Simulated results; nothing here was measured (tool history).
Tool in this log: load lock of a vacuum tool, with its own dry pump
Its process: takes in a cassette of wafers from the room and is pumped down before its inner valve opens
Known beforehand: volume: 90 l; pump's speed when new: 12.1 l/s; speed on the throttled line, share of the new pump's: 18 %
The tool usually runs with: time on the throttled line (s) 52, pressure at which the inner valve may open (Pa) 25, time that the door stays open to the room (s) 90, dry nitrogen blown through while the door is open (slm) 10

run     hour  time on the throttled line (s)  pressure at which the inner valve may open (Pa)  time that the door stays open to the room (s)  dry nitrogen blown through while the door is open (slm)  incoming humidity of the room's air, %  time from the closed door until the inner valve may open (s)  rise of the pressure with all valves shut (Pa/min)
  1      0.0                              52                                               25                                             90                                                       10                                    45.2                                                         109.3                                               0.057
  2    199.5                              52                                               25                                             90                                                       10                                    41.4                                                         109.5                                               0.055
  3    509.2                              52                                               25                                             90                                                       10                                    43.7                                                         110.3                                               0.068
  4    897.6                              52                                               25                                             90                                                       10                                    44.1                                                         110.3                                               0.067
  5   1247.0                              52                                               25                                             90                                                       10                                    48.2                                                         110.1                                               0.073
  6   1625.3                              52                                               25                                             90                                                       10                                    44.1                                                         111.7                                               0.071
  7   1812.2                              52                                               25                                             90                                                       10                                    43.3                                                         110.3                                               0.066
  8   2156.0                              52                                               25                                             90                                                       10                                    48.6                                                         112.2                                               0.073
  9   2340.1                              52                                               25                                             90                                                       10                                    45.3                                                         109.9                                               0.074
 10   2637.4                              52                                               25                                             90                                                       10                                    43.9                                                         111.2                                               0.069
 11   2942.4                              52                                               25                                             90                                                       10                                    47.4                                                         112.1                                               0.074
 12   3265.0                              52                                               27                                             90                                                       10                                    46.3                                                         113.0                                               0.077
 13   3636.2                              52                                               30                                             90                                                       10                                    45.5                                                         111.3                                               0.081
 14   3970.7                              52                                               34                                             90                                                       10                                    47.2                                                         110.1                                               0.086
 15   4310.1                              52                                               34                                             90                                                       10                                    45.8                                                         110.4                                               0.086
 16   4492.6                              52                                               34                                             90                                                       10                                    43.4                                                         109.5                                               0.078
 17   4767.9                              52                                               34                                             90                                                       10                                    42.6                                                         111.4                                               0.085
 18   4983.0                              52                                               34                                             90                                                       10                                    42.6                                                         109.7                                               0.085
 19   5238.7                              81                                               25                                             90                                                       10                                    44.6                                                         137.2                                               0.089
 20   5574.4                              29                                               19                                             90                                                       10                                    43.9                                                          98.7                                               0.089
 21   5866.4                              29                                               19                                             90                                                       10                                    44.0                                                          99.0                                               0.093
 22   6174.3                              52                                               24                                             99                                                       10                                    40.6                                                         115.6                                               0.091
 23   6504.6                              56                                               21                                             99                                                       41                                    45.2                                                         119.3                                               0.074
 24   6688.5                              52                                               49                                             90                                                       21                                    47.7                                                         108.9                                               0.087
 25   6938.0                              33                                               24                                             87                                                        5                                    47.4                                                          99.9                                               0.115
 26   7172.1                              52                                               45                                             90                                                        4                                    43.3                                                         111.1                                               0.119
 27   7527.6                              63                                               35                                             90                                                        4                                    47.9                                                         123.2                                               0.125
 28   7879.0                              63                                               35                                             90                                                        4                                    41.2                                                         122.4                                               0.124
 29   8067.6                              63                                               19                                             36                                                        4                                    45.5                                                         127.0                                               0.099
 30   8240.1                              83                                               25                                             90                                                       10                                    46.6                                                         141.1                                               0.105
 31   8624.6                              83                                               25                                             90                                                       10                                    43.4                                                         142.3                                               0.117
 32   8860.7                              82                                               27                                            108                                                       24                                    41.9                                                         139.2                                               0.104
 33   9047.2                              82                                               27                                            141                                                       34                                    46.0                                                         140.9                                               0.100
 34   9425.0                              52                                               21                                             90                                                        5                                    43.3                                                         119.4                                               0.129
 35   9773.1                              52                                               35                                             90                                                        5                                    43.9                                                         114.3                                               0.133
 36  10107.7                              52                                               35                                             90                                                        5                                    45.3                                                         115.3                                               0.141
 37  10318.2                              87                                               48                                             51                                                       34                                    43.4                                                         140.1                                               0.098

Below, some changes in time from the closed door until the inner valve may open (s) between adjacent runs. For each, the amount present without the hidden state too (settings, incoming material, random variation) and the amount remaining for the hidden state with gauge scatter not shared by both compared results:
Unlogged tool condition in this case: pump's speed, % of a new pump's; leak at the door's seal, Pa l/s; drift of the gauge itself on ready_s, %; drift of the gauge itself on rise_pa_min, %.
Run 18 -> 19: time on the throttled line (s) 52 -> 81, pressure at which the inner valve may open (Pa) 34 -> 25. time from the closed door until the inner valve may open (s) +27.5: hidden state -0.3, all else +27.8.
Run 19 -> 20: time on the throttled line (s) 81 -> 29, pressure at which the inner valve may open (Pa) 25 -> 19. time from the closed door until the inner valve may open (s) -38.5: hidden state +2.4, all else -40.9.
Run 33 -> 34: time on the throttled line (s) 82 -> 52, pressure at which the inner valve may open (Pa) 27 -> 21, time that the door stays open to the room (s) 141 -> 90, dry nitrogen blown through while the door is open (slm) 34 -> 5. time from the closed door until the inner valve may open (s) -21.5: hidden state +2.1, all else -23.6.
Run 36 -> 37: time on the throttled line (s) 52 -> 87, pressure at which the inner valve may open (Pa) 35 -> 48, time that the door stays open to the room (s) 90 -> 51, dry nitrogen blown through while the door is open (slm) 5 -> 34. time from the closed door until the inner valve may open (s) +24.8: hidden state -2.1, all else +26.9.

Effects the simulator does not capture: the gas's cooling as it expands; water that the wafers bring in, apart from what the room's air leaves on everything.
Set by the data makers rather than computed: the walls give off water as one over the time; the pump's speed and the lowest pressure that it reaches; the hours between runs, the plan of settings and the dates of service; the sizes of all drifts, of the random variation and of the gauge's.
